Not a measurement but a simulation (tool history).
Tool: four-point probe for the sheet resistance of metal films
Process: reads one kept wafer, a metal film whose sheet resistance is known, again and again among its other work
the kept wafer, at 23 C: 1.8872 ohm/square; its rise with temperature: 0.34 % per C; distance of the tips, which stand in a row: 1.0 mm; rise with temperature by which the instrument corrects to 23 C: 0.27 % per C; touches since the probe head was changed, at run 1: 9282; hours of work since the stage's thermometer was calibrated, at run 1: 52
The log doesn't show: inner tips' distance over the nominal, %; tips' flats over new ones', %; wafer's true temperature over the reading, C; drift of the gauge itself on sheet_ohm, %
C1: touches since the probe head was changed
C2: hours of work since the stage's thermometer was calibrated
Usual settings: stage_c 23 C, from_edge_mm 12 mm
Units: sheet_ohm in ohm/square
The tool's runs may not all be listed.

run 1 hour=0.0 | stage_c=23 from_edge_mm=12 | C1=9282 C2=52 | sheet_ohm=1.899042
run 2 hour=18.7 | stage_c=23 from_edge_mm=12 | C1=9848 C2=61 | sheet_ohm=1.898507
run 3 hour=39.8 | stage_c=23 from_edge_mm=12 | C1=10486 C2=72 | sheet_ohm=1.898348
run 4 hour=60.2 | stage_c=23 from_edge_mm=12 | C1=11106 C2=83 | sheet_ohm=1.898292
run 5 hour=79.7 | stage_c=23 from_edge_mm=12 | C1=11695 C2=93 | sheet_ohm=1.898319
run 6 hour=99.8 | stage_c=23 from_edge_mm=12 | C1=12304 C2=103 | sheet_ohm=1.897855
run 7 hour=120.3 | stage_c=21 from_edge_mm=12 | C1=12925 C2=113 | sheet_ohm=1.895434
run 8 hour=138.2 | stage_c=23 from_edge_mm=71 | C1=13466 C2=123 | sheet_ohm=1.890578
run 9 hour=154.1 | stage_c=23 from_edge_mm=71 | C1=13947 C2=131 | sheet_ohm=1.891084
run 10 hour=170.7 | stage_c=23 from_edge_mm=71 | C1=14451 C2=139 | sheet_ohm=1.890843
run 11 hour=190.0 | stage_c=23 from_edge_mm=71 | C1=15036 C2=149 | sheet_ohm=1.890867
run 12 hour=204.5 | stage_c=23 from_edge_mm=6 | C1=15474 C2=156 | sheet_ohm=1.918222
run 13 hour=220.5 | stage_c=23 from_edge_mm=6 | C1=15958 C2=165 | sheet_ohm=1.918464
run 14 hour=235.0 | stage_c=22 from_edge_mm=12 | C1=16396 C2=172 | sheet_ohm=1.896278
run 15 hour=251.3 | stage_c=23 from_edge_mm=27 | C1=16891 C2=180 | sheet_ohm=1.892371
run 16 hour=262.3 | stage_c=28 from_edge_mm=4 | C1=17225 C2=186 | sheet_ohm=1.958594
run 17 hour=274.9 | stage_c=28 from_edge_mm=4 | C1=17606 C2=192 | sheet_ohm=1.959263
run 18 hour=284.5 | stage_c=28 from_edge_mm=61 | C1=17896 C2=197 | sheet_ohm=1.898317
run 19 hour=294.7 | stage_c=35 from_edge_mm=18 | C1=18205 C2=202 | sheet_ohm=1.910500
run 20 hour=309.4 | stage_c=29 from_edge_mm=3 | C1=18648 C2=210 | sheet_ohm=2.005867
run 21 hour=318.5 | stage_c=19 from_edge_mm=4 | C1=18926 C2=215 | sheet_ohm=1.946290
run 22 hour=341.1 | stage_c=19 from_edge_mm=16 | C1=19609 C2=226 | sheet_ohm=1.888469
run 23 hour=350.4 | stage_c=20 from_edge_mm=25 | C1=19892 C2=231 | sheet_ohm=1.887271
run 24 hour=371.9 | stage_c=20 from_edge_mm=25 | C1=20541 C2=242 | sheet_ohm=1.887820
run 25 hour=387.9 | stage_c=26 from_edge_mm=19 | C1=21026 C2=250 | sheet_ohm=1.897476
run 26 hour=402.9 | stage_c=26 from_edge_mm=19 | C1=21481 C2=258 | sheet_ohm=1.897713
run 27 hour=413.1 | stage_c=26 from_edge_mm=19 | C1=21789 C2=263 | sheet_ohm=1.897641

5 ways to go on from here, each from the tool as it stands after run 27. What would each give?
run A hour=428.0 | stage_c=23 from_edge_mm=4 | C1=22239 C2=271 | sheet_ohm=?
run B hour=428.0 | stage_c=21 from_edge_mm=19 | C1=22239 C2=271 | sheet_ohm=?
run C hour=428.0 | stage_c=29 from_edge_mm=34 | C1=22239 C2=271 | sheet_ohm=?
run D hour=428.0 | stage_c=20 from_edge_mm=4 | C1=22239 C2=271 | sheet_ohm=?
run E hour=428.0 | stage_c=20 from_edge_mm=20 | C1=22239 C2=271 | sheet_ohm=?

run=A sheet_ohm=1.952834
run=B sheet_ohm=1.890042
run=C sheet_ohm=1.900565
run=D sheet_ohm=1.947865
run=E sheet_ohm=1.888018
Without the tool's hidden state the same runs would have given:
run=A sheet_ohm=1.949681
run=B sheet_ohm=1.886985
run=C sheet_ohm=1.897474
run=D sheet_ohm=1.944727
run=E sheet_ohm=1.884966

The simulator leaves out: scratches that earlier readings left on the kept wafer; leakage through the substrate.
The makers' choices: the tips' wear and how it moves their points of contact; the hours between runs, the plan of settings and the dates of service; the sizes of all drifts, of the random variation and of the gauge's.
